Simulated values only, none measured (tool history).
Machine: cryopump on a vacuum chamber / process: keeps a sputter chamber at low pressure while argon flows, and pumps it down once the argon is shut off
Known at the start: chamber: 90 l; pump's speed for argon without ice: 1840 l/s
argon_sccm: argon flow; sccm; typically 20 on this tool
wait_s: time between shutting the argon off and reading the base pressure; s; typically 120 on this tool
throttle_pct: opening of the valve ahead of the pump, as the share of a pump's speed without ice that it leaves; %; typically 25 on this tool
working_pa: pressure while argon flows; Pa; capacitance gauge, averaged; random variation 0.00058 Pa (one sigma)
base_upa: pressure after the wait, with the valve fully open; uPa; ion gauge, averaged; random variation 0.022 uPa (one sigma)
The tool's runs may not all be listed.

run	hour	argon_sccm	wait_s	throttle_pct	working_pa	base_upa
1	0	20	120	25	0.0747	0.85
2	74.8	23	120	25	0.0859	0.9
3	124	23	120	48	0.0466	0.89
4	231	20	120	25	0.0752	0.95
5	287.6	20	157	25	0.0753	0.87
6	336.1	20	157	25	0.0745	0.91
7	411.7	20	120	25	0.0756	1.05
8	490.5	20	120	25	0.0761	1.04
9	539.5	20	120	25	0.0771	1.07
10	595	23	120	25	0.0871	1.09
11	666.2	20	120	25	0.0762	1.09
12	740.7	20	120	25	0.0756	1.12
13	794.2	20	120	25	0.0761	1.14
14	888.1	20	120	25	0.0756	1.22
15	955.3	11	120	45	0.0245	1.26
16	1012.1	23	23	45	0.0509	2.97
17	1102.4	16	120	25	0.0611	1.29
18	1199.7	10	27	31	0.0312	2.65
# hour 1261.7: pump warmed up, emptied and cooled again
19	1298.4	20	22	19	0.0961	2.99
20	1397.2	20	22	19	0.0979	3.01
21	1503.9	20	69	25	0.0737	1.73
22	1612.5	38	47	23	0.1533	1.97
23	1674.4	15	120	25	0.056	1.4
24	1787.8	19	145	40	0.0439	1.46
25	1875.4	11	158	25	0.0409	1.37
26	1925.4	21	249	27	0.0734	1.29

4 options for the next run, each taken on its own from the tool as it stands now. Forecast them:
A	1991.6	9	249	27	?	?
B	1991.6	18	249	48	?	?
C	1991.6	20	58	16	?	?
D	1991.6	21	191	43	?	?

run	working_pa	base_upa
A	0.0307	1.27
B	0.036	1.37
C	0.1158	1.99
D	0.0465	1.43
With the hidden condition removed and each run's random variation left untouched, the same runs would have given:
run	working_pa	base_upa
A	0.0301	0.31
B	0.0347	0.37
C	0.1143	0.98
D	0.045	0.43

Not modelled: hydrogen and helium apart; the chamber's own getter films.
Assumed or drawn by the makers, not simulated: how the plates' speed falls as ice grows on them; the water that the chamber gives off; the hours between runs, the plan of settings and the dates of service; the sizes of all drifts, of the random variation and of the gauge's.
